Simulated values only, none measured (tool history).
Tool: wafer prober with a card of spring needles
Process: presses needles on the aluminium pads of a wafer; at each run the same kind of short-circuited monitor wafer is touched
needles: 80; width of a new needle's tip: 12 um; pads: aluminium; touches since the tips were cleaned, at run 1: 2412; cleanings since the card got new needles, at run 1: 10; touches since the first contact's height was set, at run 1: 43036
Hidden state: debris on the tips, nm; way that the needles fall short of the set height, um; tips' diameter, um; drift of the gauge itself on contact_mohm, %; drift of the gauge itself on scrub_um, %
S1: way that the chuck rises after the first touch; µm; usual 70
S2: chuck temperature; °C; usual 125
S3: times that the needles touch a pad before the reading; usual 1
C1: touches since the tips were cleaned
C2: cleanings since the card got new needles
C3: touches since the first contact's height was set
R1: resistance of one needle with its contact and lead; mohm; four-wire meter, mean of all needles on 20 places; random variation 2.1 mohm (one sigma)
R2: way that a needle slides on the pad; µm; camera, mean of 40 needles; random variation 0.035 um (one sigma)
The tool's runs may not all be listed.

run,hour,S1,S2,S3,C1,C2,C3,R1,R2
1,0,70,125,1,2412,10,43036,254,13.28
# hour 4: tips cleaned on abrasive film
2,9.4,51,125,1,1669,11,45890,264,9.61
# hour 15.8: tips cleaned on abrasive film
3,16.8,70,30,1,324,12,48148,219,13.16
4,21.3,70,125,3,1698,12,49522,240,13.3
5,26.5,70,125,1,3273,12,51097,261,13.24
# hour 27.5: tips cleaned on abrasive film
6,33.7,70,125,1,1885,13,53285,252,13.22
# hour 39.4: tips cleaned on abrasive film
7,40,70,125,1,202,14,55206,234,13.2
8,48.5,58,125,1,2796,14,57800,271,10.92
# hour 51.2: tips cleaned on abrasive film
9,55.8,70,125,1,1427,15,60027,244,13.2
# hour 62.8: tips cleaned on abrasive film
10,65.1,70,125,1,727,16,62847,242,13.2
11,73.3,66,125,1,3224,16,65344,262,12.39
# hour 74.5: tips cleaned on abrasive film
12,80,66,125,1,1674,17,67375,253,12.47
# hour 86.4: tips cleaned on abrasive film
13,88.2,70,33,1,540,18,69869,223,13.15
14,92.1,70,33,1,1753,18,71082,235,13.12
15,97,70,125,1,3241,18,72570,262,13.16
# hour 98.2: tips cleaned on abrasive film
16,104.2,70,125,3,1858,19,74766,238,13.16
# hour 109.9: tips cleaned on abrasive film
17,110.3,50,125,1,120,20,76586,246,9.38
18,116.1,76,125,1,1895,20,78361,247,14.33
# hour 121.6: tips cleaned on abrasive film
19,125.9,72,76,1,1335,21,81357,239,13.51
20,131,80,35,1,2884,21,82906,233,15.12
# hour 133.3: tips cleaned on abrasive film
21,137.2,84,125,1,1218,22,84805,242,15.73
22,142.2,51,125,1,2733,22,86320,280,9.49
# hour 145.3: tips cleaned on abrasive film
23,150.5,51,125,1,1603,23,88838,271,9.5
24,156,78,65,1,3294,23,90529,244,14.7
# hour 156.8: tips cleaned on abrasive film
25,161.1,53,44,2,1336,24,92079,232,9.85
# hour 168.3: tips cleaned on abrasive film
26,171,53,44,2,845,25,95085,227,9.96
27,178.1,53,44,2,3004,25,97244,244,9.89
# hour 179.9: tips cleaned on abrasive film
28,182.6,51,53,3,839,26,98622,226,9.48
29,186.9,75,53,1,2152,26,99935,239,14.05
# hour 191.8: tips cleaned on abrasive film
30,193,83,53,1,396,27,101787,219,15.54
31,198.4,68,40,2,2036,27,103427,228,12.74
# hour 203.6: tips cleaned on abrasive film
32,206.9,68,40,2,1034,28,106016,223,12.68
# hour 215.6: tips cleaned on abrasive film
33,216.2,58,125,2,198,29,108844,235,10.79

The same runs without the tool's hidden state, with the same run-to-run variation:
run,R1,R2
1,229,13.36
2,229,9.71
3,210,13.26
4,233,13.41
5,229,13.35
6,230,13.34
7,229,13.32
8,232,11.05
9,226,13.33
10,231,13.34
11,229,12.53
12,231,12.63
13,212,13.32
14,210,13.29
15,230,13.32
16,230,13.33
17,235,9.56
18,225,14.51
19,220,13.7
20,206,15.31
21,229,15.93
22,231,9.69
23,234,9.71
24,214,14.91
25,214,10.06
26,213,10.18
27,210,10.12
28,217,9.71
29,214,14.28
30,212,15.79
31,210,12.99
32,211,12.94
33,230,11.05
